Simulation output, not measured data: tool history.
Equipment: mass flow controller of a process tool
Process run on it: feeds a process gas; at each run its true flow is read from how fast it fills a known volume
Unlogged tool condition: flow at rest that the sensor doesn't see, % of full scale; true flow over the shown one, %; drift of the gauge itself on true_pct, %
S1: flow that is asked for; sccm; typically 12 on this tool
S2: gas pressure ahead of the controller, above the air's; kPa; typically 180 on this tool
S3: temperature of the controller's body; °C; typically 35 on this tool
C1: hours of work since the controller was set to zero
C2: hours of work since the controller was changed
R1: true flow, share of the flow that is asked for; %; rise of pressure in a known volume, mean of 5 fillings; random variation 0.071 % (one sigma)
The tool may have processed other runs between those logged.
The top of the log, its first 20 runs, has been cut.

Run 21, hour 3263: usual settings but S1 16 sccm, S3 30 °C; C1 8692; C2 8692. Result: R1 96.18 %.
Run 22, hour 3380.3: usual settings but S1 4 sccm, S2 255 kPa, S3 38 °C; C1 8728; C2 8728. Result: R1 90.93 %.
Run 23, hour 3565.8: usual settings but S1 5 sccm, S2 236 kPa, S3 21 °C; C1 8784; C2 8784. Result: R1 90.86 %.
At hour 3698.1: controller exchanged for a calibrated one.
Run 24, hour 3740.2: usual settings but S1 5 sccm, S2 236 kPa, S3 21 °C; C1 13; C2 13. Result: R1 98.63 %.
Run 25, hour 3926.5: usual settings but S2 272 kPa, S3 37 °C; C1 69; C2 69. Result: R1 100.17 %.
Run 26, hour 4108.7: usual settings but S1 8 sccm, S2 258 kPa, S3 40 °C; C1 125; C2 125. Result: R1 100.14 %.
Run 27, hour 4199.8: usual settings but S1 4 sccm, S2 193 kPa, S3 29 °C; C1 152; C2 152. Result: R1 99.23 %.
Run 28, hour 4362.1: usual settings but S1 6 sccm, S2 149 kPa, S3 37 °C; C1 202; C2 202. Result: R1 100.37 %.
Run 29, hour 4446: usual settings but S1 6 sccm, S2 149 kPa, S3 37 °C; C1 227; C2 227. Result: R1 100.2 %.
Run 30, hour 4629.1: usual settings but S2 213 kPa; C1 283; C2 283. Result: R1 100.17 %.
Run 31, hour 4799: usual settings but S1 2 sccm, S2 213 kPa; C1 334; C2 334. Result: R1 98.87 %.
Run 32, hour 4967.3: usual settings but S1 4 sccm, S2 182 kPa, S3 27 °C; C1 385; C2 385. Result: R1 98.78 %.
Run 33, hour 5139.6: usual settings but S2 261 kPa, S3 34 °C; C1 437; C2 437. Result: R1 99.88 %.

Alternative continuations, all from the tool just after run 33; predict every row:
Run A, hour 5249.4: usual settings but S1 9 sccm; C1 471; C2 471. Result: R1 ?.
Run B, hour 5249.4: usual settings but S1 6 sccm, S2 181 kPa, S3 26 °C; C1 471; C2 471. Result: R1 ?.
Run C, hour 5249.4: usual settings but S2 168 kPa, S3 34 °C; C1 471; C2 471. Result: R1 ?.
Run D, hour 5249.4: usual settings but S1 11 sccm, S2 277 kPa, S3 20 °C; C1 471; C2 471. Result: R1 ?.

run      R1
  A   100.1
  B   98.88
  C  100.12
  D   98.48
The same runs, with their run-to-run variation unchanged, on a tool lacking any hidden condition would have given:
run      R1
  A  100.59
  B   99.53
  C  100.55
  D   98.93

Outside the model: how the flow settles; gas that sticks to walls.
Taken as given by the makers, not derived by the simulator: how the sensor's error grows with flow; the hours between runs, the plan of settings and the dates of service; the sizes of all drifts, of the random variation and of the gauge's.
